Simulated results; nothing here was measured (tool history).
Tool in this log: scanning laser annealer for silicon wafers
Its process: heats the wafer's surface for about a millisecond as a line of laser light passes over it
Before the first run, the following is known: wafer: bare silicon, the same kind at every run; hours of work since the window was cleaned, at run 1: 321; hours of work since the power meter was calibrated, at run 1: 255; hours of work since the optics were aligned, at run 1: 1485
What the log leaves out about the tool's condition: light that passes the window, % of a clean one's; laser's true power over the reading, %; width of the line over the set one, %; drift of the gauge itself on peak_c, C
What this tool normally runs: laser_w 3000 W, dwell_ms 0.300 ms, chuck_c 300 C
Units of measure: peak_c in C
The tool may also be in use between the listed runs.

| run | hour | laser_w | dwell_ms | chuck_c | hours of work since the window was cleaned | hours of work since the power meter was calibrated | hours of work since the optics were aligned | peak_c |
|---|---|---|---|---|---|---|---|---|
| 1 | 0.0 | 3000 | 0.300 | 300 | 321 | 255 | 1485 | 1046 |
| 2 | 25.5 | 3000 | 0.300 | 262 | 334 | 267 | 1497 | 1008 |
| 3 | 51.0 | 3000 | 0.300 | 262 | 346 | 279 | 1509 | 1008 |
| 4 | 75.9 | 3000 | 0.300 | 262 | 358 | 291 | 1521 | 1009 |
| 5 | 90.8 | 3000 | 0.300 | 262 | 365 | 298 | 1528 | 1008 |
|  | 111.5 | window over the wafer cleaned |
| 6 | 125.8 | 3000 | 0.300 | 262 | 7 | 314 | 1544 | 1009 |
| 7 | 146.0 | 3000 | 0.300 | 262 | 16 | 323 | 1554 | 1009 |
| 8 | 168.0 | 3000 | 0.282 | 262 | 27 | 334 | 1564 | 990 |
| 9 | 199.5 | 3000 | 0.282 | 262 | 42 | 349 | 1579 | 991 |
| 10 | 224.7 | 3000 | 0.282 | 262 | 54 | 361 | 1591 | 988 |
| 11 | 249.8 | 3000 | 0.282 | 262 | 66 | 373 | 1603 | 990 |
| 12 | 268.7 | 3000 | 0.282 | 262 | 75 | 382 | 1612 | 990 |
| 13 | 283.5 | 3066 | 0.300 | 300 | 82 | 389 | 1619 | 1068 |
| 14 | 297.8 | 2570 | 0.328 | 267 | 89 | 396 | 1626 | 910 |
| 15 | 318.9 | 2570 | 0.328 | 267 | 99 | 406 | 1636 | 917 |
| 16 | 335.1 | 2570 | 0.264 | 278 | 106 | 413 | 1644 | 868 |
| 17 | 364.2 | 3254 | 0.300 | 274 | 120 | 427 | 1657 | 1092 |
| 18 | 385.8 | 3254 | 0.229 | 324 | 131 | 437 | 1668 | 1055 |
| 19 | 404.8 | 3166 | 0.229 | 323 | 140 | 447 | 1677 | 1030 |
| 20 | 433.0 | 3166 | 0.229 | 323 | 153 | 460 | 1690 | 1032 |
| 21 | 450.7 | 3058 | 0.250 | 332 | 161 | 468 | 1699 | 1041 |
| 22 | 465.4 | 3058 | 0.250 | 332 | 168 | 475 | 1706 | 1040 |
| 23 | 484.4 | 3000 | 0.300 | 281 | 177 | 484 | 1715 | 1025 |
| 24 | 514.0 | 3290 | 0.233 | 288 | 192 | 498 | 1729 | 1034 |
| 25 | 543.8 | 3290 | 0.233 | 288 | 206 | 513 | 1743 | 1035 |
| 26 | 562.8 | 3290 | 0.233 | 288 | 215 | 522 | 1752 | 1035 |

Hidden state at the last listed run before each entry between runs and at the first one after, where it differs:
Logged between run 5 and run 6: window over the wafer cleaned (hour 111.5)
  light that passes the window, % of a clean one's: 99.86 -> 99.99
